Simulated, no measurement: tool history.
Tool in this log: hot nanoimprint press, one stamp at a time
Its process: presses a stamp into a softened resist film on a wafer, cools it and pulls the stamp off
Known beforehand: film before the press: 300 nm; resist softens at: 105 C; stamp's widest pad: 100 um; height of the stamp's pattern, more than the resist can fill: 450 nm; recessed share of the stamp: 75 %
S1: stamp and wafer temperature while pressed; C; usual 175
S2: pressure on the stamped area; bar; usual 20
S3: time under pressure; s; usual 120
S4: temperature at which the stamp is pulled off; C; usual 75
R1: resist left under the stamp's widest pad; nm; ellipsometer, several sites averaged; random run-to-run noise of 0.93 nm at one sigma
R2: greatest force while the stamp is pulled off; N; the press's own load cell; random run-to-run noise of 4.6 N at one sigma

| run | day | S1 | S2 | S3 | S4 | R1 | R2 |
|---|---|---|---|---|---|---|---|
| 1 | 0 | 175 | 20 | 120 | 75 | 139 | 284 |
| 2 | 0.425 | 175 | 20 | 120 | 75 | 138.4 | 289 |
| 3 | 0.992 | 175 | 20 | 120 | 75 | 140.4 | 282 |
| 4 | 1.554 | 175 | 13.8 | 120 | 75 | 164.1 | 285 |
| 5 | 1.833 | 175 | 15.7 | 120 | 75 | 157.3 | 289 |
| 6 | 2.117 | 175 | 15.7 | 120 | 75 | 156.1 | 305 |
| 7 | 2.667 | 175 | 15.7 | 120 | 75 | 156.3 | 300 |
| 8 | 3.204 | 175 | 15.7 | 120 | 75 | 156.6 | 295 |
| 9 | 3.479 | 175 | 15.7 | 120 | 75 | 156.5 | 308 |
| 10 | 4.125 | 175 | 15.7 | 120 | 74 | 158.4 | 298 |
| 11 | 4.621 | 184 | 20 | 120 | 75 | 101.1 | 299 |
| 12 | 4.925 | 184 | 20 | 120 | 75 | 100.3 | 310 |
| 13 | 5.521 | 184 | 20 | 120 | 75 | 101.4 | 310 |
| 14 | 6.071 | 184 | 20 | 120 | 75 | 100.7 | 310 |
| 15 | 6.5 | 184 | 20 | 120 | 75 | 99.7 | 305 |
| 16 | 6.888 | 175 | 20 | 136 | 78 | 133.7 | 314 |
| 17 | 7.529 | 175 | 20 | 136 | 78 | 135.2 | 308 |
| 18 | 8.192 | 175 | 20 | 136 | 78 | 137 | 316 |
| 19 | 8.475 | 175 | 20 | 136 | 78 | 135.7 | 307 |
| 20 | 9.162 | 175 | 20 | 136 | 78 | 135.1 | 315 |
| 21 | 9.517 | 174 | 20 | 136 | 62 | 140.1 | 359 |
| 22 | 9.942 | 175 | 25.9 | 217 | 75 | 99.8 | 334 |
| 23 | 10.579 | 175 | 20 | 120 | 71 | 142.2 | 338 |
| 24 | 10.971 | 175 | 20 | 120 | 71 | 140.7 | 343 |
| 25 | 11.308 | 169 | 23.5 | 120 | 71 | 165.8 | 341 |
| 26 | 11.975 | 169 | 23.5 | 164 | 71 | 149.8 | 351 |
| 27 | 12.35 | 169 | 23.5 | 164 | 71 | 148.4 | 338 |
| 28 | 12.688 | 169 | 12.7 | 120 | 79 | 210.8 | 335 |
| 29 | 13.183 | 169 | 12.7 | 120 | 79 | 208.9 | 343 |

Pick out some run-to-run changes in R1. Of each, how much would a tool without hidden state show as well, from the settings, what came in and chance, and how much is left for the hidden state and any gauge scatter not in both results compared?
The hidden state here: true temperature over the reading, C; pressure that arrives at the usual setting, %; grip of the stamp's worn release coat, % over a new coat's; drift of the gauge itself on residual_nm, %; drift of the gauge itself on pull_off_n, %.
Run 10 -> 11: S1 175 -> 184, S2 15.7 -> 20, S4 74 -> 75. R1 -57.3 nm: hidden state -3.1, all else -54.2.
Run 15 -> 16: S1 184 -> 175, S3 120 -> 136, S4 75 -> 78. R1 +34 nm: hidden state +2.8, all else +31.2.
Run 27 -> 28: S2 23.5 -> 12.7, S3 164 -> 120, S4 71 -> 79. R1 +62.4 nm: hidden state +0.1, all else +62.3.

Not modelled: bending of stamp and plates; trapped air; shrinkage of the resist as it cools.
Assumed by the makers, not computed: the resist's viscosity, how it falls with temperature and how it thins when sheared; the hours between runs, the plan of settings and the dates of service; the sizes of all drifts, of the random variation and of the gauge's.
